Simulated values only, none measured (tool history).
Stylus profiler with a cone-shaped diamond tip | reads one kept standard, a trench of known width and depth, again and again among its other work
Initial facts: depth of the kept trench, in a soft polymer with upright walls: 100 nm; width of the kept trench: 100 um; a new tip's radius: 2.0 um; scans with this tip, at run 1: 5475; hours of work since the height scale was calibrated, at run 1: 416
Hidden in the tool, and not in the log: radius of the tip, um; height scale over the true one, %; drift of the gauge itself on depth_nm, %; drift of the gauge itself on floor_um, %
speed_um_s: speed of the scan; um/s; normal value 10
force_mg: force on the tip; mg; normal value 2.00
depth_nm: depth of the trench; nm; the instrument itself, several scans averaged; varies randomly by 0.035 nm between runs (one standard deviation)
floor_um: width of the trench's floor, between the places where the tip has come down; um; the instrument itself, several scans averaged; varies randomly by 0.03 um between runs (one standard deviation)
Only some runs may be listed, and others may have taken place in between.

run,hour,speed_um_s,force_mg,scans with this tip,hours of work since the height scale was calibrated,depth_nm,floor_um
1,0.0,10,2.00,5475,416,100.71,98.30
2,44.7,10,2.00,5843,444,100.65,98.33
3,88.6,19,2.00,6205,472,100.69,98.25
4,130.8,19,2.00,6553,498,100.62,98.23
5,159.8,19,2.00,6792,517,100.65,98.21
6,213.4,7,2.00,7233,550,100.64,98.19
7,248.7,7,2.00,7524,572,100.68,98.22
8,305.4,7,2.00,7992,608,100.65,98.21
9,337.9,10,2.00,8259,628,100.60,98.15
10,382.8,10,2.00,8629,656,100.63,98.11
11,416.5,10,2.00,8907,677,100.59,98.11
12,455.0,10,2.00,9224,702,100.67,98.07
13,486.6,10,2.00,9485,721,100.62,98.13
14,532.3,4,2.00,9861,750,100.60,98.08
15,583.9,4,2.00,10286,782,100.62,98.11
16,636.6,4,2.00,10720,815,100.49,98.05
17,668.7,4,1.94,10985,835,100.46,98.03
18,711.0,4,1.94,11334,862,100.52,98.07
19,768.7,4,1.94,11809,898,100.54,97.94
20,802.6,4,1.94,12088,919,100.51,98.00
21,833.1,4,1.94,12340,939,100.57,97.99
22,874.8,4,1.94,12683,965,100.52,97.94
23,902.4,4,1.90,12910,982,100.54,97.92
24,932.9,3,2.52,13162,1001,100.67,97.97
25,966.7,3,2.52,13440,1022,100.68,97.95
26,1021.0,7,2.23,13888,1056,100.57,97.92
27,1048.2,7,2.23,14112,1073,100.52,97.86
28,1086.1,7,2.75,14424,1097,100.64,97.83
29,1139.5,7,2.75,14864,1131,100.71,97.85
# hour 1183.1: new tip fitted, height scale calibrated
30,1192.3,12,4.39,76,6,101.36,98.67
31,1237.1,11,1.79,445,34,100.72,98.67
32,1287.6,6,0.67,861,66,100.35,98.63
33,1318.0,4,2.00,1111,85,100.78,98.71
34,1343.1,4,2.00,1318,100,100.82,98.71
35,1379.0,4,2.00,1614,123,100.66,98.64
36,1433.5,4,2.00,2063,157,100.73,98.64
37,1478.9,7,2.00,2437,185,100.73,98.57
38,1526.9,7,2.00,2833,215,100.65,98.53
39,1569.8,33,1.50,3187,242,100.54,98.34
40,1612.0,3,2.00,3534,269,100.69,98.45
41,1665.5,4,1.24,3975,302,100.43,98.42
42,1697.5,4,1.24,4239,322,100.52,98.45
43,1739.7,4,5.30,4586,349,101.34,98.42
44,1774.8,5,2.01,4876,371,100.63,98.40
45,1824.2,4,2.45,5283,402,100.82,98.42

Some steps in depth_nm between neighbouring runs. How much of each would the tool show without its hidden state too (settings, what came in, random variation), and how much is left for the hidden state, with any gauge scatter that isn't in both results?
Run 2 -> 3: speed_um_s 10 -> 19. depth_nm +0.04 nm: hidden state -0.01, all else +0.05.
Run 29 -> 30: speed_um_s 7 -> 12, force_mg 2.75 -> 4.39, new tip fitted, height scale calibrated. depth_nm +0.65 nm: hidden state +0.29, all else +0.36.
Run 37 -> 38: nothing adjusted, nothing logged. depth_nm -0.08 nm: hidden state -0.02, all else -0.06.
Run 42 -> 43: force_mg 1.24 -> 5.30. depth_nm +0.82 nm: hidden state -0.01, all else +0.83.
Run 43 -> 44: speed_um_s 4 -> 5, force_mg 5.30 -> 2.01. depth_nm -0.71 nm: hidden state -0.01, all else -0.70.

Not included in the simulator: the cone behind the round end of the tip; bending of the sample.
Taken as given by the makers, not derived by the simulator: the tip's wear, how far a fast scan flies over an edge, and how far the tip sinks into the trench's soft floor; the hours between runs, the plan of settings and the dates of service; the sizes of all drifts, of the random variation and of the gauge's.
